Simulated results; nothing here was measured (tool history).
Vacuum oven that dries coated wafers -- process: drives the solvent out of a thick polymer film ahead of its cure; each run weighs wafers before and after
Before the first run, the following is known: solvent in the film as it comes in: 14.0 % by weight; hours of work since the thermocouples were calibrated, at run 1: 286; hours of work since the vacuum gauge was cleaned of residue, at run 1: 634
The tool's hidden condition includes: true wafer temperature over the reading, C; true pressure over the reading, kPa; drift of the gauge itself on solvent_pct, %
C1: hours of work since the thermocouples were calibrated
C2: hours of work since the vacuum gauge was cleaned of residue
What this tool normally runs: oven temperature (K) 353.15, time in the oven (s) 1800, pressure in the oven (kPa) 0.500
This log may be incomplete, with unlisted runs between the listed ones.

Run 1, hour 0.0: usual settings; C1 286; C2 634. Result: solvent left in the film (%) 2.18.
Run 2, hour 87.3: usual settings; C1 323; C2 671. Result: solvent left in the film (%) 2.26.
Run 3, hour 151.3: usual settings but time in the oven (s) 2160; C1 350; C2 699. Result: solvent left in the film (%) 1.77.
Run 4, hour 219.6: usual settings but time in the oven (s) 1380; C1 379; C2 728. Result: solvent left in the film (%) 3.13.
Run 5, hour 266.0: usual settings but time in the oven (s) 1380; C1 399; C2 747. Result: solvent left in the film (%) 3.10.
Run 6, hour 312.9: usual settings but time in the oven (s) 1380; C1 419; C2 767. Result: solvent left in the film (%) 3.07.
Run 7, hour 381.4: usual settings but time in the oven (s) 1380; C1 448; C2 796. Result: solvent left in the film (%) 3.14.
Run 8, hour 470.1: usual settings but time in the oven (s) 1380; C1 486; C2 834. Result: solvent left in the film (%) 3.20.
Run 9, hour 537.8: usual settings but time in the oven (s) 1380, pressure in the oven (kPa) 1.206; C1 515; C2 863. Result: solvent left in the film (%) 3.81.
Run 10, hour 617.3: usual settings but time in the oven (s) 1380, pressure in the oven (kPa) 1.206; C1 548; C2 897. Result: solvent left in the film (%) 3.72.
Run 11, hour 723.4: usual settings; C1 594; C2 942. Result: solvent left in the film (%) 2.30.
Run 12, hour 813.6: usual settings; C1 632; C2 980. Result: solvent left in the film (%) 2.20.
Run 13, hour 917.7: usual settings; C1 676; C2 1024. Result: solvent left in the film (%) 2.32.
Run 14, hour 977.9: usual settings; C1 702; C2 1050. Result: solvent left in the film (%) 2.39.
At hour 1029.8: oven's thermocouples calibrated.
Run 15, hour 1029.8: usual settings; C1 0; C2 1071. Result: solvent left in the film (%) 2.31.
At hour 1040.5: vacuum gauge cleaned of residue and calibrated.
Run 16, hour 1133.1: usual settings; C1 43; C2 39. Result: solvent left in the film (%) 2.51.
Run 17, hour 1221.7: usual settings; C1 81; C2 77. Result: solvent left in the film (%) 2.64.
Run 18, hour 1305.9: usual settings but oven temperature (K) 343.15; C1 117; C2 113. Result: solvent left in the film (%) 4.77.
Run 19, hour 1350.4: usual settings but time in the oven (s) 1260; C1 136; C2 132. Result: solvent left in the film (%) 3.56.
Run 20, hour 1394.7: usual settings; C1 154; C2 151. Result: solvent left in the film (%) 2.52.
Run 21, hour 1445.2: usual settings; C1 176; C2 172. Result: solvent left in the film (%) 2.50.
At hour 1488.7: vacuum gauge cleaned of residue and calibrated, once more.
Run 22, hour 1496.4: usual settings; C1 197; C2 3. Result: solvent left in the film (%) 1.76.
Run 23, hour 1565.5: usual settings; C1 226; C2 33. Result: solvent left in the film (%) 1.91.
Run 24, hour 1609.2: usual settings but time in the oven (s) 1560, pressure in the oven (kPa) 1.131; C1 245; C2 51. Result: solvent left in the film (%) 2.95.
Run 25, hour 1680.2: usual settings but oven temperature (K) 351.15, pressure in the oven (kPa) 0.867; C1 275; C2 81. Result: solvent left in the film (%) 2.45.
Run 26, hour 1770.0: usual settings but time in the oven (s) 2580, pressure in the oven (kPa) 0.350; C1 313; C2 120. Result: solvent left in the film (%) 0.86.
Run 27, hour 1821.4: usual settings but oven temperature (K) 361.15, time in the oven (s) 1140, pressure in the oven (kPa) 0.400; C1 335; C2 141. Result: solvent left in the film (%) 1.82.
Run 28, hour 1874.7: usual settings but oven temperature (K) 349.15, time in the oven (s) 1380, pressure in the oven (kPa) 0.416; C1 358; C2 164. Result: solvent left in the film (%) 3.41.
Run 29, hour 1972.5: usual settings but oven temperature (K) 366.15, pressure in the oven (kPa) 0.311; C1 399; C2 206. Result: solvent left in the film (%) 0.41.
Run 30, hour 2026.0: usual settings but oven temperature (K) 366.15, pressure in the oven (kPa) 0.311; C1 422; C2 228. Result: solvent left in the film (%) 0.47.
Run 31, hour 2075.6: usual settings but oven temperature (K) 352.15, time in the oven (s) 1260, pressure in the oven (kPa) 0.348; C1 443; C2 249. Result: solvent left in the film (%) 3.09.
Run 32, hour 2177.1: usual settings but time in the oven (s) 2220, pressure in the oven (kPa) 1.011; C1 486; C2 293. Result: solvent left in the film (%) 1.98.
Run 33, hour 2258.9: usual settings but oven temperature (K) 366.15, time in the oven (s) 1440, pressure in the oven (kPa) 1.011; C1 521; C2 327. Result: solvent left in the film (%) 1.26.
Run 34, hour 2320.6: usual settings but oven temperature (K) 341.15, time in the oven (s) 1440, pressure in the oven (kPa) 0.342; C1 547; C2 354. Result: solvent left in the film (%) 5.00.
Run 35, hour 2405.7: usual settings but oven temperature (K) 341.15, time in the oven (s) 1440, pressure in the oven (kPa) 0.342; C1 584; C2 390. Result: solvent left in the film (%) 5.01.
Run 36, hour 2455.8: usual settings but time in the oven (s) 1140, pressure in the oven (kPa) 0.498; C1 605; C2 411. Result: solvent left in the film (%) 3.41.
Run 37, hour 2503.3: usual settings but oven temperature (K) 358.15, time in the oven (s) 1140, pressure in the oven (kPa) 1.640; C1 625; C2 431. Result: solvent left in the film (%) 3.28.
Run 38, hour 2593.1: usual settings but oven temperature (K) 351.15, pressure in the oven (kPa) 0.537; C1 663; C2 469. Result: solvent left in the film (%) 2.39.
Run 39, hour 2666.2: usual settings but oven temperature (K) 347.15, pressure in the oven (kPa) 0.363; C1 694; C2 501. Result: solvent left in the film (%) 2.84.
Run 40, hour 2729.5: usual settings but oven temperature (K) 356.15, time in the oven (s) 2160, pressure in the oven (kPa) 0.757; C1 721; C2 527. Result: solvent left in the film (%) 1.47.
At hour 2739.7: oven's thermocouples calibrated.
Run 41, hour 2780.9: usual settings but oven temperature (K) 356.15, time in the oven (s) 2160, pressure in the oven (kPa) 0.757; C1 18; C2 548. Result: solvent left in the film (%) 1.55.
Run 42, hour 2872.7: usual settings but oven temperature (K) 362.15, time in the oven (s) 2160, pressure in the oven (kPa) 1.124; C1 57; C2 587. Result: solvent left in the film (%) 1.33.
Run 43, hour 2931.0: usual settings but oven temperature (K) 356.15, time in the oven (s) 2340, pressure in the oven (kPa) 1.066; C1 81; C2 612. Result: solvent left in the film (%) 1.70.
Run 44, hour 3006.5: usual settings but oven temperature (K) 346.15, time in the oven (s) 2340, pressure in the oven (kPa) 1.796; C1 113; C2 644. Result: solvent left in the film (%) 4.46.
Run 45, hour 3090.4: usual settings but oven temperature (K) 346.15, time in the oven (s) 2340, pressure in the oven (kPa) 1.796; C1 149; C2 680. Result: solvent left in the film (%) 4.47.
Run 46, hour 3193.2: usual settings but oven temperature (K) 345.15, time in the oven (s) 1440; C1 193; C2 724. Result: solvent left in the film (%) 4.61.

5 options for the next run, each taken on its own from the tool as it stands now. Forecast them:
Run A, hour 3243.8: usual settings but oven temperature (K) 368.15, pressure in the oven (kPa) 0.342; C1 214; C2 745. Result: solvent left in the film (%) ?.
Run B, hour 3243.8: usual settings but oven temperature (K) 354.15, time in the oven (s) 2700; C1 214; C2 745. Result: solvent left in the film (%) ?.
Run C, hour 3243.8: usual settings but oven temperature (K) 341.15, time in the oven (s) 2820, pressure in the oven (kPa) 0.457; C1 214; C2 745. Result: solvent left in the film (%) ?.
Run D, hour 3243.8: usual settings but oven temperature (K) 345.15, time in the oven (s) 1980; C1 214; C2 745. Result: solvent left in the film (%) ?.
Run E, hour 3243.8: usual settings but oven temperature (K) 343.15; C1 214; C2 745. Result: solvent left in the film (%) ?.

run  solvent left in the film (%)
  A                          0.54
  B                          1.21
  C                          3.16
  D                          3.48
  E                          4.38
The same runs, with their run-to-run variation unchanged, on a tool lacking any hidden condition would have given:
run  solvent left in the film (%)
  A                          0.33
  B                          0.88
  C                          2.67
  D                          3.10
  E                          3.99

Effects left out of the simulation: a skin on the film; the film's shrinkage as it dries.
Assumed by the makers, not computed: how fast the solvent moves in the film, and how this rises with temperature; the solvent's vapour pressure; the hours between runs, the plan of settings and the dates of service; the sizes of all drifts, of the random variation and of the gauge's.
